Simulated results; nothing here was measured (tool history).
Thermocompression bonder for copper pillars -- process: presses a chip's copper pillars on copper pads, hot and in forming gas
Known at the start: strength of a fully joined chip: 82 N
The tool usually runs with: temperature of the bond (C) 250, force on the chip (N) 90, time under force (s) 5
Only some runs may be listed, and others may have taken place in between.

run	hour	temperature of the bond (C)	force on the chip (N)	time under force (s)	force that shears a chip off (N)
1	0	250	90	5	48.9
2	39.3	250	90	5	48.5
3	63	250	90	5	48.3
# hour 86.8: heater calibrated with a thermocouple chip
4	99.6	250	90	5	43.1
5	152.7	250	90	5	42.3
6	203.3	250	90	5	41.7
# hour 208.9: forming gas filter changed
7	232.8	250	90	5	45.7
8	285.7	250	90	5	44.9
9	331	250	90	5	44.8
10	367.8	250	90	5	43.7
# hour 384.1: force cell calibrated
11	402.1	250	90	5	44.7
12	424.8	250	87	5	43.6
13	478.1	250	87	5	42.6
# hour 483.1: forming gas filter changed
14	508.7	252	102	8	58.2
15	555.1	271	90	5	60
16	603.3	264	135	3	55
17	627.8	267	100	11	67.9
18	676	264	95	6	57.5
19	711.6	264	95	6	56.9
# hour 756.4: forming gas filter changed
20	768	234	104	6	42.3
21	795.1	234	104	6	41.8
22	834.4	234	104	6	41.4
23	862.1	250	110	5	50.3

Branching from run 23: 5 alternative next runs. What would each branch give?
A	907.1	250	89	5	?
B	907.1	229	56	7	?
C	907.1	259	59	3	?
D	907.1	250	90	12	?
E	907.1	226	76	3	?

run	force that shears a chip off (N)
A	45.7
B	27.8
C	35.7
D	58.3
E	22.2
Had the tool no hidden state, the same runs would have come out as:
run	force that shears a chip off (N)
A	46.3
B	27.9
C	36.1
D	59.6
E	22.2

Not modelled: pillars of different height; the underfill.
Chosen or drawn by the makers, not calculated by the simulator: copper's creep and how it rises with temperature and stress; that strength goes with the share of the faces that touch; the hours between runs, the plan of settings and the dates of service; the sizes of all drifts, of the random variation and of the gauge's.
